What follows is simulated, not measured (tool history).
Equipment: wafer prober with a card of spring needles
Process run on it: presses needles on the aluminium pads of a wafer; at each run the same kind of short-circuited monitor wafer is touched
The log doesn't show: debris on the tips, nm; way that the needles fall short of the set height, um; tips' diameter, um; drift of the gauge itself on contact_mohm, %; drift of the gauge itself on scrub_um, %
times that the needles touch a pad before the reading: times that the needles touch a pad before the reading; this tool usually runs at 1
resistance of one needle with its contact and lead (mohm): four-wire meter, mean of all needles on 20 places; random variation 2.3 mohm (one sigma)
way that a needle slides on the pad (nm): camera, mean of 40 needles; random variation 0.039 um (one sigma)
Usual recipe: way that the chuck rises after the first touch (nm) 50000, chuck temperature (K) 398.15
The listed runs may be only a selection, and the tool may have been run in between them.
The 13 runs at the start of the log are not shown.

run,hour,way that the chuck rises after the first touch (nm),chuck temperature (K),times that the needles touch a pad before the reading,touches since the tips were cleaned,cleanings since the card got new needles,touches since the first contact's height was set,resistance of one needle with its contact and lead (mohm),way that a needle slides on the pad (nm)
# hour 106.3: tips cleaned on abrasive film
# hour 110: gauge calibrated
14,110,37000,349.15,1,1731,53,26885,252,7820
# hour 115: tips cleaned on abrasive film
15,121.4,50000,398.15,1,2940,54,32045,253,10570
# hour 123.5: tips cleaned on abrasive film
16,126.6,50000,398.15,1,1423,55,34363,258,10610
# hour 132.6: tips cleaned on abrasive film
17,134.9,50000,398.15,1,1059,56,38158,260,10530
# hour 141.8: tips cleaned on abrasive film
18,144.9,60000,370.15,3,1436,57,42677,248,12540
19,150,60000,370.15,3,3781,57,45022,245,12510
# hour 150.6: tips cleaned on abrasive film
20,156.9,40000,370.15,1,2864,58,48132,260,8350
# hour 159.2: tips cleaned on abrasive film
21,163.1,51000,370.15,3,1753,59,50912,248,10680
# hour 167.9: tips cleaned on abrasive film
22,169.5,51000,370.15,3,726,60,53819,248,10680
# hour 176.5: tips cleaned on abrasive film
23,179.2,51000,370.15,3,1223,61,58216,250,10590
# hour 185.5: tips cleaned on abrasive film
24,186.8,41000,398.15,2,594,62,61644,264,8540
# hour 194.7: tips cleaned on abrasive film
25,195,41000,398.15,2,154,63,65369,264,8530
26,199.8,33000,317.15,1,2357,63,67572,247,6900
# hour 203.2: tips cleaned on abrasive film
27,206.1,33000,317.15,1,1314,64,70407,250,6820
# hour 211.9: tips cleaned on abrasive film
28,212.5,59000,398.15,1,271,65,73305,253,12170
29,219.3,48000,304.15,1,3390,65,76424,236,9940
# hour 220.8: tips cleaned on abrasive film
30,224.9,52000,304.15,2,1922,66,78961,233,10810
# hour 229.3: tips cleaned on abrasive film
31,231.6,52000,367.15,3,1027,67,81949,252,10710
# hour 238.4: tips cleaned on abrasive film
32,240.4,44000,311.15,2,918,68,85932,235,9100
# hour 247.4: tips cleaned on abrasive film
33,251.2,50000,330.15,1,1769,69,90870,242,10260

3 options for the next run, each taken on its own from the tool as it stands now. Forecast them:
# hour 256.5: tips cleaned on abrasive film
A,262.9,50000,398.15,1,2950,70,96171,?,?
# hour 256.5: tips cleaned on abrasive film
B,262.9,53000,349.15,1,2950,70,96171,?,?
# hour 256.5: tips cleaned on abrasive film
C,262.9,33000,398.15,2,2950,70,96171,?,?

run,resistance of one needle with its contact and lead (mohm),way that a needle slides on the pad (nm)
A,262,10190
B,244,10890
C,271,6820
Take away the tool's hidden state, keep each run's random variation, and the runs would have read:
run,resistance of one needle with its contact and lead (mohm),way that a needle slides on the pad (nm)
A,262,10480
B,243,11190
C,270,7000

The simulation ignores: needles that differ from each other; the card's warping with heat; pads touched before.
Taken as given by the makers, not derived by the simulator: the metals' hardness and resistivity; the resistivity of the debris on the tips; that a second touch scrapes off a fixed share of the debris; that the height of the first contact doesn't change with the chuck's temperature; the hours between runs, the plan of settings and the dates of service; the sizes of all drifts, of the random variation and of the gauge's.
